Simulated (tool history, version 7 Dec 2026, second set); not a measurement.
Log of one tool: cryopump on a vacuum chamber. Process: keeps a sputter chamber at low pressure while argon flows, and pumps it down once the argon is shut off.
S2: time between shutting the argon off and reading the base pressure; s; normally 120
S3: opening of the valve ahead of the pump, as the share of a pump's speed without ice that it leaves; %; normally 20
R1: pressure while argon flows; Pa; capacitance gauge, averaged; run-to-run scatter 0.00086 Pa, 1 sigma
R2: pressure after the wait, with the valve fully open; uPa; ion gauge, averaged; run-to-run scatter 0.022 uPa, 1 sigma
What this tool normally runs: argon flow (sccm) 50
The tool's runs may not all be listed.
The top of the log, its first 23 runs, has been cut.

run 24 hour=1589.9 | argon_flow_(sccm)=42 S2=67 S3=20 | R1=0.1531 R2=1.80
run 25 hour=1660.5 | argon_flow_(sccm)=25 S2=179 S3=16 | R1=0.1128 R2=1.21
run 26 hour=1721.9 | argon_flow_(sccm)=50 S2=97 S3=20 | R1=0.1809 R2=1.52
run 27 hour=1773.0 | argon_flow_(sccm)=90 S2=123 S3=54 | R1=0.1286 R2=1.39
run 28 hour=1826.4 | argon_flow_(sccm)=90 S2=123 S3=54 | R1=0.1302 R2=1.43
-- hour=1893.8 pump warmed up, emptied and cooled again
run 29 hour=1920.7 | argon_flow_(sccm)=90 S2=123 S3=54 | R1=0.1203 R2=1.31
run 30 hour=1976.6 | argon_flow_(sccm)=50 S2=118 S3=36 | R1=0.0982 R2=1.38
run 31 hour=2038.3 | argon_flow_(sccm)=50 S2=118 S3=36 | R1=0.0986 R2=1.38
run 32 hour=2103.7 | argon_flow_(sccm)=50 S2=118 S3=36 | R1=0.1000 R2=1.41
run 33 hour=2190.8 | argon_flow_(sccm)=50 S2=118 S3=36 | R1=0.0986 R2=1.44
run 34 hour=2250.7 | argon_flow_(sccm)=50 S2=118 S3=36 | R1=0.1003 R2=1.43

Below are 4 alternative next runs, each starting from the tool's condition after run 34. Predict each:
run A hour=2339.1 | argon_flow_(sccm)=38 S2=135 S3=26 | R1=? R2=?
run B hour=2339.1 | argon_flow_(sccm)=88 S2=216 S3=21 | R1=? R2=?
run C hour=2339.1 | argon_flow_(sccm)=38 S2=118 S3=36 | R1=? R2=?
run D hour=2339.1 | argon_flow_(sccm)=21 S2=108 S3=46 | R1=? R2=?

run=A R1=0.1055 R2=1.45
run=B R1=0.2986 R2=1.24
run=C R1=0.0763 R2=1.47
run=D R1=0.0335 R2=1.58
Had the tool no hidden state, the same runs would have come out as:
run=A R1=0.1032 R2=0.59
run=B R1=0.2933 R2=0.39
run=C R1=0.0740 R2=0.60
run=D R1=0.0323 R2=0.70
